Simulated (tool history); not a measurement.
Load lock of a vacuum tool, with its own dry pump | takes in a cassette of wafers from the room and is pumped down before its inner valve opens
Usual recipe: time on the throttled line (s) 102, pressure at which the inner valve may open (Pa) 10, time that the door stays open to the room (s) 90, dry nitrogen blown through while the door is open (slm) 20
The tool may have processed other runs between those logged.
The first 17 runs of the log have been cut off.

run	hour	time on the throttled line (s)	pressure at which the inner valve may open (Pa)	time that the door stays open to the room (s)	dry nitrogen blown through while the door is open (slm)	hours that the pump has run since its overhaul	times that the door has closed on its seal	incoming humidity of the room's air, %	time from the closed door until the inner valve may open (s)	rise of the pressure with all valves shut (Pa/min)
18	1879.9	102	10	90	20	3368	7057	49.0	143.9	0.053
19	1956.6	102	10	229	14	3445	7147	47.4	146.0	0.066
20	2105.5	83	15	128	20	3594	7322	43.4	124.3	0.049
21	2206.5	102	10	90	10	3695	7440	42.2	146.3	0.061
22	2315.0	142	9	36	20	3803	7568	45.5	181.0	0.048
23	2474.7	142	9	36	20	3963	7755	45.1	180.6	0.044
24	2618.5	142	9	67	20	4107	7924	45.2	180.8	0.046
25	2721.7	142	14	33	20	4210	8046	46.2	178.3	0.041
26	2848.8	89	9	113	10	4337	8195	44.3	135.0	0.066
27	2932.3	102	10	90	26	4420	8293	45.0	142.8	0.045
28	3021.1	102	10	90	26	4509	8397	43.1	145.4	0.048
29	3122.8	102	10	90	26	4611	8517	45.4	145.1	0.051
30	3233.1	61	10	134	26	4721	8646	42.3	108.9	0.049
31	3328.3	61	10	134	26	4816	8758	47.1	109.3	0.051
32	3476.3	87	16	90	17	4964	8932	43.8	130.6	0.051
33	3611.5	102	10	38	44	5100	9091	42.9	145.9	0.041
34	3744.4	102	10	38	44	5233	9247	44.8	146.4	0.039
35	3865.8	107	10	72	44	5354	9390	45.3	151.7	0.047
36	4000.0	107	10	72	5	5488	9547	47.0	151.5	0.073

Consider 3 possible next runs. They are alternatives, not a sequence: every one starts from the tool as it was left by run 36. What does each give?
A	4115.5	102	10	64	20	5604	9683	45.9	?	?
B	4115.5	102	10	31	20	5604	9683	42.7	?	?
C	4115.5	102	10	190	29	5604	9683	45.6	?	?

run	time from the closed door until the inner valve may open (s)	rise of the pressure with all valves shut (Pa/min)
A	146.7	0.053
B	146.6	0.046
C	146.8	0.053
The same runs, with their run-to-run variation unchanged, on a tool lacking any hidden condition would have given:
run	time from the closed door until the inner valve may open (s)	rise of the pressure with all valves shut (Pa/min)
A	139.4	0.022
B	139.4	0.015
C	139.5	0.022
